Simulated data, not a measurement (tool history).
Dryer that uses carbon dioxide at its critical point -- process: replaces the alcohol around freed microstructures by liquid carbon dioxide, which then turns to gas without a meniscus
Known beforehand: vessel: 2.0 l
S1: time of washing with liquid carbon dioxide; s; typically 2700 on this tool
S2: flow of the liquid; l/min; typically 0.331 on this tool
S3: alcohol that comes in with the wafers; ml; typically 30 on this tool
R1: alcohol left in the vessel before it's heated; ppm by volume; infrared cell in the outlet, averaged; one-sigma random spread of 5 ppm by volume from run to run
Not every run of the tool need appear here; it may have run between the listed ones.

Run 1, hour 0: usual settings. Result: R1 91 ppm by volume.
Run 2, hour 56.7: usual settings. Result: R1 87 ppm by volume.
Run 3, hour 110.7: usual settings. Result: R1 84 ppm by volume.
Run 4, hour 164.1: usual settings. Result: R1 85 ppm by volume.
Run 5, hour 208: usual settings. Result: R1 95 ppm by volume.
Run 6, hour 257: usual settings. Result: R1 90 ppm by volume.
At hour 276.5: inlet filter changed.
Run 7, hour 296.1: usual settings. Result: R1 97 ppm by volume.
Run 8, hour 335.7: usual settings but S1 1680 s, S2 0.298 l/min, S3 36 ml. Result: R1 388 ppm by volume.
Run 9, hour 380.5: usual settings but S2 0.207 l/min. Result: R1 280 ppm by volume.
Run 10, hour 435.9: usual settings but S2 0.207 l/min. Result: R1 289 ppm by volume.
Run 11, hour 495: usual settings but S1 4140 s, S3 24 ml. Result: R1 92 ppm by volume.
Run 12, hour 545.7: usual settings but S1 4080 s, S2 0.208 l/min, S3 21 ml. Result: R1 96 ppm by volume.
Run 13, hour 589: usual settings but S1 1680 s, S2 0.419 l/min, S3 33 ml. Result: R1 147 ppm by volume.
Run 14, hour 628.2: usual settings but S1 1680 s, S2 0.419 l/min, S3 33 ml. Result: R1 160 ppm by volume.

5 ways to go on from here, each from the tool as it stands after run 14. What would each give?
Run A, hour 681.4: usual settings but S1 2760 s, S2 0.492 l/min, S3 54 ml. Result: R1 ?.
Run B, hour 681.4: usual settings but S1 3120 s, S2 0.332 l/min, S3 33 ml. Result: R1 ?.
Run C, hour 681.4: usual settings but S2 0.31 l/min, S3 21 ml. Result: R1 ?.
Run D, hour 681.4: usual settings but S1 1680 s, S2 0.412 l/min, S3 54 ml. Result: R1 ?.
Run E, hour 681.4: usual settings but S1 3540 s. Result: R1 ?.

run   R1
  A   93
  B  104
  C  109
  D  222
  E   97
What these runs would have given with no unlogged condition in the tool:
run  R1
  A   9
  B  14
  C  15
  D  83
  E   9
